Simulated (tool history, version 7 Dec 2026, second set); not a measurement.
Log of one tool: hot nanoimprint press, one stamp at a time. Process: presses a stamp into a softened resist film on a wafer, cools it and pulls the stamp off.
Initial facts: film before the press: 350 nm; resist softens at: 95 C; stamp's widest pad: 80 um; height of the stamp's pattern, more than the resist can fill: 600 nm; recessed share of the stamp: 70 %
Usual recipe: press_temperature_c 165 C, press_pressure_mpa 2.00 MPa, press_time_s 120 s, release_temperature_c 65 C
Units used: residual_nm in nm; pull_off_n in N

Run 1, day 0.000: usual settings. Result: residual_nm 176.8 nm, pull_off_n 195 N.
Run 2, day 0.308: usual settings but press_time_s 162 s. Result: residual_nm 157.5 nm, pull_off_n 198 N.
Run 3, day 0.917: usual settings. Result: residual_nm 176.3 nm, pull_off_n 201 N.
Run 4, day 1.529: usual settings. Result: residual_nm 176.4 nm, pull_off_n 208 N.
Run 5, day 2.121: usual settings. Result: residual_nm 176.5 nm, pull_off_n 200 N.
Run 6, day 2.671: usual settings. Result: residual_nm 176.7 nm, pull_off_n 203 N.
Run 7, day 3.233: usual settings. Result: residual_nm 177.1 nm, pull_off_n 209 N.
Run 8, day 3.692: usual settings. Result: residual_nm 177.1 nm, pull_off_n 208 N.
Run 9, day 4.308: usual settings. Result: residual_nm 176.7 nm, pull_off_n 215 N.
Run 10, day 4.567: usual settings but press_pressure_mpa 1.26 MPa. Result: residual_nm 208.1 nm, pull_off_n 213 N.
Run 11, day 4.942: usual settings. Result: residual_nm 176.9 nm, pull_off_n 211 N.
Run 12, day 5.379: usual settings. Result: residual_nm 176.4 nm, pull_off_n 210 N.
Run 13, day 5.812: usual settings but press_time_s 132 s. Result: residual_nm 169.8 nm, pull_off_n 212 N.
Run 14, day 6.117: usual settings but press_temperature_c 159 C, release_temperature_c 63 C. Result: residual_nm 211.1 nm, pull_off_n 226 N.
Run 15, day 6.617: usual settings but press_temperature_c 154 C, press_time_s 108 s, release_temperature_c 61 C. Result: residual_nm 249.2 nm, pull_off_n 236 N.
Run 16, day 7.188: usual settings but press_temperature_c 154 C, press_time_s 108 s, release_temperature_c 61 C. Result: residual_nm 248.8 nm, pull_off_n 241 N.
Run 17, day 7.496: usual settings but press_temperature_c 168 C, press_time_s 108 s, release_temperature_c 54 C. Result: residual_nm 167.1 nm, pull_off_n 268 N.
At day 7.650: plate thermocouple calibrated.
Run 18, day 7.875: usual settings but press_temperature_c 154 C, press_pressure_mpa 1.80 MPa, press_time_s 175 s, release_temperature_c 54 C. Result: residual_nm 223.7 nm, pull_off_n 279 N.
Run 19, day 8.183: usual settings but press_temperature_c 156 C, press_pressure_mpa 1.85 MPa, press_time_s 101 s. Result: residual_nm 244.7 nm, pull_off_n 221 N.
Run 20, day 8.592: usual settings but press_temperature_c 171 C. Result: residual_nm 145.3 nm, pull_off_n 225 N.
Run 21, day 9.071: usual settings but press_temperature_c 171 C. Result: residual_nm 144.5 nm, pull_off_n 219 N.
Run 22, day 9.658: usual settings but press_temperature_c 163 C, press_pressure_mpa 1.45 MPa, press_time_s 66 s, release_temperature_c 64 C. Result: residual_nm 246.6 nm, pull_off_n 223 N.
At day 10.225: plate thermocouple calibrated, once more.
Run 23, day 10.283: usual settings but press_temperature_c 157 C, press_pressure_mpa 3.08 MPa, press_time_s 62 s, release_temperature_c 59 C. Result: residual_nm 240.5 nm, pull_off_n 257 N.
Run 24, day 10.538: usual settings but press_temperature_c 154 C, press_time_s 79 s. Result: residual_nm 270.0 nm, pull_off_n 242 N.
Run 25, day 10.825: usual settings but press_temperature_c 176 C, press_pressure_mpa 1.74 MPa, press_time_s 181 s. Result: residual_nm 112.5 nm, pull_off_n 231 N.
Run 26, day 11.221: usual settings but press_temperature_c 177 C, press_pressure_mpa 1.66 MPa, press_time_s 219 s, release_temperature_c 61 C. Result: residual_nm 102.4 nm, pull_off_n 243 N.

Each row is a separate what-if for the run after 26, all from the same tool condition, not one after another. Results?
At day 11.583: stamp cleaned and given a new release coat.
Run A, day 11.933: usual settings but press_temperature_c 173 C, press_pressure_mpa 1.66 MPa, press_time_s 219 s, release_temperature_c 61 C. Result: residual_nm ?, pull_off_n ?.
At day 11.583: stamp cleaned and given a new release coat.
Run B, day 11.933: usual settings but press_pressure_mpa 2.05 MPa. Result: residual_nm ?, pull_off_n ?.
At day 11.583: stamp cleaned and given a new release coat.
Run C, day 11.933: usual settings but press_temperature_c 154 C, press_pressure_mpa 1.66 MPa, press_time_s 129 s, release_temperature_c 61 C. Result: residual_nm ?, pull_off_n ?.

run  residual_nm  pull_off_n
  A        116.4         138
  B        176.2         126
  C        251.9         135
Stripped of hidden state, with their random variation kept, the same runs would have yielded:
run  residual_nm  pull_off_n
  A        117.0         138
  B        177.1         126
  C        253.0         135
